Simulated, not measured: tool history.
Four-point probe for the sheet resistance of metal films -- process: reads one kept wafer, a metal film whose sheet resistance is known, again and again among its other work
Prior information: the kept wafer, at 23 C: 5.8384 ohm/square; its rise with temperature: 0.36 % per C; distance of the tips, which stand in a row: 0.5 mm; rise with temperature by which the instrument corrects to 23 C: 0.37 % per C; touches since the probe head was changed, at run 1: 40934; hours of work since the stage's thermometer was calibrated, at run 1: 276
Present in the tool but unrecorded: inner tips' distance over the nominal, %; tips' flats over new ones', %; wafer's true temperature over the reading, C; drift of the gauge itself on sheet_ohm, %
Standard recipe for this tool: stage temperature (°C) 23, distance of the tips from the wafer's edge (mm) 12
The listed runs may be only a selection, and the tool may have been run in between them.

run	hour	stage temperature (°C)	distance of the tips from the wafer's edge (mm)	touches since the probe head was changed	hours of work since the stage's thermometer was calibrated	sheet resistance as the instrument gives it (ohm/square)
1	0.0	23	12	40934	276	5.885600
2	38.8	23	12	41845	295	5.887871
3	79.2	23	12	42794	315	5.887928
4	102.2	23	12	43334	327	5.886948
5	149.3	23	12	44441	351	5.886513
6	195.4	23	12	45525	374	5.888169
7	235.8	23	12	46475	394	5.891072
8	285.5	23	32	47642	419	5.883939
9	321.1	23	32	48480	437	5.883096
10	373.7	23	12	49716	464	5.890264
11	398.5	23	12	50298	476	5.889973
# hour 401.6: stage's thermometer calibrated
12	440.0	23	21	51263	19	5.887298
13	475.4	23	21	52093	37	5.886184
14	514.4	25	33	53011	57	5.885221
15	559.3	25	33	54064	80	5.886142
16	599.1	25	33	55000	100	5.884827
# hour 643.5: stage's thermometer calibrated, once more
17	651.2	23	54	56213	4	5.887951
18	696.7	27	16	57282	27	5.889798
19	739.3	20	22	58282	48	5.893996
20	773.8	20	22	59093	66	5.894205
21	802.0	20	22	59757	80	5.893629
22	835.0	22	7	60532	97	5.907152
23	869.9	23	50	61353	114	5.893428

Results per run with the tool's hidden condition removed, run-to-run variation unchanged:
run	sheet resistance as the instrument gives it (ohm/square)
1	5.842817
2	5.844731
3	5.844523
4	5.843396
5	5.842584
6	5.843889
7	5.846478
8	5.838991
9	5.837868
10	5.844564
11	5.844070
12	5.841314
13	5.839946
14	5.838666
15	5.839216
16	5.837577
17	5.837142
18	5.838662
19	5.842473
20	5.842380
21	5.841622
22	5.854786
23	5.840877
